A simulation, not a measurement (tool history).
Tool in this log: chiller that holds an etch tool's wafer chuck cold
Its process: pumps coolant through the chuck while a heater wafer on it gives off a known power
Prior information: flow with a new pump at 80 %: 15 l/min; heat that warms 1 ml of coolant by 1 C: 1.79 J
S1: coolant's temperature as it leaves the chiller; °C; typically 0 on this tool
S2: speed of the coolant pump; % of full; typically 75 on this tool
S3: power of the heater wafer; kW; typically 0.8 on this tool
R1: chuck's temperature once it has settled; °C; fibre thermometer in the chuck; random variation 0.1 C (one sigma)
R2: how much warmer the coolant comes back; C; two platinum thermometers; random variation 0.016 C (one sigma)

run	hour	S1	S2	S3	R1	R2
1	0	0	75	0.8	7.2	1.93
2	37.5	0	75	0.8	7.6	1.91
3	64.7	0	75	0.8	7.6	1.94
4	97.2	0	75	0.8	7.5	1.98
5	131.8	8	75	0.8	15.5	1.94
6	163.5	8	75	0.8	15.4	1.96
7	201.4	8	75	0.8	15.5	1.93
8	219.1	8	75	0.8	15.4	1.94
9	252.9	0	75	0.8	7.4	1.95
10	288.1	0	75	0.8	7.7	1.94
11	327.2	0	75	0.717	6.7	1.76
12	366.1	0	75	0.717	6.8	1.75
13	386	0	75	0.717	6.8	1.77
14	420.4	0	75	0.717	6.8	1.74
15	456.8	0	75	1.083	10.2	2.63
16	490.7	-5	75	1.083	5.3	2.64
17	520.4	-2	68	0.733	5.7	2
18	549.3	-2	68	0.733	5.7	2.01
19	572.3	4	95	0.666	9.2	1.25
20	592.9	4	68	0.787	12.2	2.14
21	626.1	-7	74	0.42	-3.1	1.04
22	657.3	-7	80	0.916	1.1	2.06
# hour 661.4: chiller's thermometer calibrated
23	675.4	5	74	1.058	15.2	2.61
24	695.4	-3	74	1.136	7.8	2.83
25	724.3	0	70	0.644	6.7	1.7
26	760.2	-5	60	0.537	1.5	1.63
# hour 763.8: chiller's thermometer calibrated, once more
27	800.2	-5	60	0.537	1.3	1.66
28	816.9	-5	77	0.853	2.9	2.04
29	849	3	90	0.462	6.6	0.94
30	878	-3	71	0.462	1.7	1.2
31	897.4	-7	61	1.143	6.2	3.51

Below are 3 alternative next runs, each starting from the tool's condition after run 31. Predict each:
A	932.5	1	73	0.42	?	?
B	932.5	0	78	0.438	?	?
C	932.5	0	75	0.8	?	?

run	R1	R2
A	5.1	1.06
B	4	1
C	7.6	1.97
The same runs, with their run-to-run variation unchanged, on a tool lacking any hidden condition would have given:
run	R1	R2
A	4.7	1.03
B	3.6	0.97
C	6.8	1.91

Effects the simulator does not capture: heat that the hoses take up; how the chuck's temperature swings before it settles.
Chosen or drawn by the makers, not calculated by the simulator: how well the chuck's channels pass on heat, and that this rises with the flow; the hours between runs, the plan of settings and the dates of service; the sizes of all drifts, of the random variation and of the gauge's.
